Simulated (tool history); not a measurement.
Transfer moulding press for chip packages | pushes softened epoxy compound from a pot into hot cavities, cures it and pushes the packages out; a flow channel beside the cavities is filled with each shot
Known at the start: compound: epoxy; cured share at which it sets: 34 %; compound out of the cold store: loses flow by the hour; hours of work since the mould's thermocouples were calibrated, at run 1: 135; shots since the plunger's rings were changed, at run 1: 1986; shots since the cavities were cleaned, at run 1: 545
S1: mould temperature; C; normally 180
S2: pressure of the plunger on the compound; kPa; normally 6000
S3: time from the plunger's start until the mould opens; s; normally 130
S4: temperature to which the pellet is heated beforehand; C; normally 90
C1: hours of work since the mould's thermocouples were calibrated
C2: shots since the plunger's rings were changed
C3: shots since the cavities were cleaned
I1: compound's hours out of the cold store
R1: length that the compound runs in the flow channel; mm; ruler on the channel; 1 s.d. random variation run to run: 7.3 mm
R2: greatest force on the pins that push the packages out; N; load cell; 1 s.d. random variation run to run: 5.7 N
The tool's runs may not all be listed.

run 1 hour=0.0 | S1=180 S2=6000 S3=130 S4=90 | C1=135 C2=1986 C3=545 | I1=21.4 | R1=875 R2=359
run 2 hour=20.0 | S1=180 S2=6000 S3=130 S4=90 | C1=144 C2=2117 C3=676 | I1=24.3 | R1=856 R2=352
run 3 hour=36.1 | S1=180 S2=6000 S3=130 S4=90 | C1=152 C2=2222 C3=781 | I1=25.1 | R1=869 R2=385
run 4 hour=57.2 | S1=180 S2=6000 S3=130 S4=90 | C1=161 C2=2359 C3=918 | I1=16.1 | R1=901 R2=381
run 5 hour=74.6 | S1=180 S2=6000 S3=130 S4=90 | C1=169 C2=2472 C3=1031 | I1=19.6 | R1=882 R2=389
-- hour=80.5 cavities cleaned with cleaning compound and waxed
run 6 hour=94.2 | S1=180 S2=6000 S3=130 S4=90 | C1=177 C2=2590 C3=89 | I1=40.7 | R1=759 R2=227
run 7 hour=112.8 | S1=180 S2=6000 S3=130 S4=90 | C1=185 C2=2712 C3=211 | I1=38.7 | R1=779 R2=268
run 8 hour=128.8 | S1=180 S2=6000 S3=130 S4=90 | C1=192 C2=2816 C3=315 | I1=21.6 | R1=861 R2=299
run 9 hour=143.6 | S1=180 S2=6000 S3=130 S4=90 | C1=199 C2=2912 C3=411 | I1=43.7 | R1=749 R2=317
run 10 hour=163.0 | S1=187 S2=6370 S3=134 S4=94 | C1=208 C2=3039 C3=538 | I1=35.3 | R1=795 R2=319
-- hour=167.0 mould's thermocouples calibrated
run 11 hour=176.9 | S1=188 S2=6370 S3=130 S4=94 | C1=4 C2=3116 C3=615 | I1=32.2 | R1=802 R2=328
run 12 hour=188.2 | S1=180 S2=6000 S3=120 S4=95 | C1=9 C2=3190 C3=689 | I1=16.2 | R1=902 R2=390
run 13 hour=206.9 | S1=180 S2=6000 S3=120 S4=95 | C1=18 C2=3312 C3=811 | I1=40.0 | R1=763 R2=390
run 14 hour=223.0 | S1=179 S2=6820 S3=149 S4=83 | C1=25 C2=3417 C3=916 | I1=36.4 | R1=835 R2=376
run 15 hour=240.3 | S1=179 S2=6890 S3=153 S4=83 | C1=33 C2=3530 C3=1029 | I1=47.0 | R1=779 R2=365
-- hour=248.3 cavities cleaned with cleaning compound and waxed
run 16 hour=251.0 | S1=182 S2=5530 S3=130 S4=89 | C1=37 C2=3589 C3=17 | I1=11.9 | R1=884 R2=202
run 17 hour=264.1 | S1=183 S2=6100 S3=130 S4=81 | C1=43 C2=3675 C3=103 | I1=22.0 | R1=855 R2=237
-- hour=277.1 mould's thermocouples calibrated, once more
run 18 hour=277.5 | S1=183 S2=6100 S3=130 S4=81 | C1=0 C2=3750 C3=178 | I1=23.3 | R1=837 R2=251

Branching from run 18: 3 alternative next runs. What would each branch give?
run A hour=287.8 | S1=183 S2=6100 S3=169 S4=81 | C1=5 C2=3816 C3=244 | I1=45.1 | R1=? R2=?
run B hour=287.8 | S1=173 S2=5490 S3=130 S4=91 | C1=5 C2=3816 C3=244 | I1=16.6 | R1=? R2=?
run C hour=287.8 | S1=180 S2=6000 S3=130 S4=95 | C1=5 C2=3816 C3=244 | I1=34.6 | R1=? R2=?

run=A R1=741 R2=252
run=B R1=872 R2=384
run=C R1=779 R2=274
The same runs, with their run-to-run variation unchanged, on a tool lacking any hidden condition would have given:
run=A R1=777 R2=179
run=B R1=915 R2=281
run=C R1=817 R2=198

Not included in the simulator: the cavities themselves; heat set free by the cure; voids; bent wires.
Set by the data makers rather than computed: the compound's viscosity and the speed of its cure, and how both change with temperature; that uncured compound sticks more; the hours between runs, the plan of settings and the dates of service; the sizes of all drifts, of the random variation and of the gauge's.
